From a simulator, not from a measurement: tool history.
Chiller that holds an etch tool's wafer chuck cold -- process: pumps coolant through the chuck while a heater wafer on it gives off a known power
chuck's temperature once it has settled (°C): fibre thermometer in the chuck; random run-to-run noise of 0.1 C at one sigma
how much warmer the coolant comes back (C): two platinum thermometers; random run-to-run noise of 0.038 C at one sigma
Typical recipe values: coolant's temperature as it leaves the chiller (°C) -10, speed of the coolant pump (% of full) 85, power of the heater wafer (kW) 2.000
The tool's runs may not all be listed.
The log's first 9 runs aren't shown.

run	hour	coolant's temperature as it leaves the chiller (°C)	speed of the coolant pump (% of full)	power of the heater wafer (kW)	chuck's temperature once it has settled (°C)	how much warmer the coolant comes back (C)
10	248.7	-3	85	2.000	15.4	7.67
11	279.5	-3	85	2.000	15.4	7.74
12	315.6	-3	85	2.000	15.2	7.78
13	334.5	-10	85	1.430	3.1	5.47
14	359.6	-10	85	1.430	3.3	5.55
15	393.4	-10	85	2.000	8.4	7.66
16	427.1	-10	85	2.000	8.4	7.70
17	455.4	-10	85	2.000	8.4	7.76
18	491.2	-2	87	1.253	9.3	4.69
19	518.9	-1	67	2.000	21.3	9.94
20	545.2	-10	74	1.444	4.7	6.41
21	570.3	-17	74	1.444	-1.9	6.48
22	594.1	-17	74	1.444	-2.1	6.51
23	620.8	-18	74	1.386	-3.7	6.19
# hour 627.5: coolant pump overhauled
24	641.4	-18	74	1.386	-3.6	6.35
25	658.0	-18	74	1.386	-3.3	6.31
26	684.0	-18	74	1.386	-3.4	6.25
27	705.4	-18	74	1.274	-4.4	5.84
# hour 713.2: coolant pump overhauled, once more
28	742.6	-18	74	1.274	-4.9	5.52
29	758.9	-16	74	1.274	-3.1	5.48
30	789.6	-16	74	1.274	-3.0	5.52
31	817.0	-8	97	2.842	15.2	9.27
32	837.5	-8	98	1.559	4.9	5.02
33	854.6	-10	88	1.259	1.3	4.56

Each row is a separate what-if for the run after 33, all from the same tool condition, not one after another. Results?
A	880.0	-10	85	1.334	?	?
B	880.0	-10	85	1.287	?	?
C	880.0	-14	88	1.321	?	?

run	chuck's temperature once it has settled (°C)	how much warmer the coolant comes back (C)
A	2.3	5.02
B	1.6	4.85
C	-2.2	4.75
Stripped of hidden state, with their random variation kept, the same runs would have yielded:
run	chuck's temperature once it has settled (°C)	how much warmer the coolant comes back (C)
A	1.5	5.03
B	0.9	4.86
C	-3.0	4.76
